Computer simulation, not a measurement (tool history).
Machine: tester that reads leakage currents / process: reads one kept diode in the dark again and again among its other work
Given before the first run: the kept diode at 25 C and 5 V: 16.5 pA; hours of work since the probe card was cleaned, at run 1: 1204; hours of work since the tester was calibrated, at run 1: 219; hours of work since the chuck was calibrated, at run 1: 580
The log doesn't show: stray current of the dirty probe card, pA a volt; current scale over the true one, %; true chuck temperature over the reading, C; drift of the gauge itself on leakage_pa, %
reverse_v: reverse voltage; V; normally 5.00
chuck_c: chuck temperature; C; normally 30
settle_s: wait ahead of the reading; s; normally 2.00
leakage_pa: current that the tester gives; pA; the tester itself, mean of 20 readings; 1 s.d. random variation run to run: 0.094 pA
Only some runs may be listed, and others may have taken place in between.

run,hour,reverse_v,chuck_c,settle_s,hours of work since the probe card was cleaned,hours of work since the tester was calibrated,hours of work since the chuck was calibrated,leakage_pa
1,0.0,5.00,30,2.00,1204,219,580,37.92
2,30.9,5.00,30,2.00,1219,234,595,38.02
3,61.5,5.00,30,2.00,1234,250,610,38.11
4,76.3,5.00,30,2.00,1241,257,617,38.36
5,103.8,5.00,30,2.00,1255,270,631,38.60
6,138.2,5.00,30,2.00,1272,287,647,38.68
7,170.2,5.00,30,2.00,1288,303,663,38.60
8,195.5,7.78,30,2.00,1300,315,676,50.11
9,227.1,7.78,30,2.00,1316,331,691,50.47
10,242.8,5.00,30,2.00,1323,339,699,39.10
11,269.4,5.00,30,2.00,1336,352,712,39.18
# hour 284.7: probe card cleaned and baked
12,295.9,5.00,30,2.00,5,363,723,27.54
13,329.1,5.00,21,2.00,22,380,740,12.83
14,348.8,5.00,21,2.00,31,389,749,12.85
15,379.1,5.00,21,2.00,46,404,764,13.02
16,411.8,5.00,21,2.00,62,420,780,13.21
17,435.8,5.00,21,2.00,74,432,792,13.11
18,451.8,5.00,21,2.00,82,440,800,13.41
19,475.5,5.00,21,2.00,94,451,812,13.48
20,504.8,5.00,21,2.00,108,466,826,13.65
21,520.8,19.72,22,4.21,116,474,834,26.30
22,551.1,1.19,24,0.86,131,489,849,10.48
23,579.6,1.19,24,0.86,145,503,863,10.52
24,606.9,9.14,35,1.17,158,516,876,55.71
25,630.6,9.14,35,1.17,170,528,888,55.86
26,646.9,9.14,35,1.17,178,536,896,55.83
27,677.7,9.14,35,1.17,193,551,911,56.09
28,704.9,18.25,30,2.81,206,564,924,49.87
29,723.0,1.08,41,3.12,215,573,933,42.81
30,738.0,2.34,41,0.30,223,580,941,57.07
31,758.4,6.84,24,4.27,233,591,951,20.86
32,780.1,6.84,24,4.27,243,601,961,21.18
33,812.1,5.00,49,2.89,259,617,977,134.49
34,830.4,1.16,38,1.65,268,626,986,34.31
35,864.7,1.45,30,8.15,285,643,1003,18.81
36,893.7,12.90,46,3.70,299,657,1017,149.53
37,924.1,1.71,22,1.14,314,672,1032,10.69
38,940.4,5.00,30,4.70,322,680,1040,30.49

Branching from run 38: 4 alternative next runs. What would each branch give?
A,968.4,4.82,34,2.20,336,694,1054,?
B,968.4,9.54,33,0.57,336,694,1054,?
C,968.4,1.97,40,0.74,336,694,1054,?
D,968.4,4.30,30,2.00,336,694,1054,?

run,leakage_pa
A,41.67
B,53.67
C,49.22
D,29.19
What these runs would have given with no unlogged condition in the tool:
run,leakage_pa
A,37.00
B,45.87
C,45.92
D,25.35
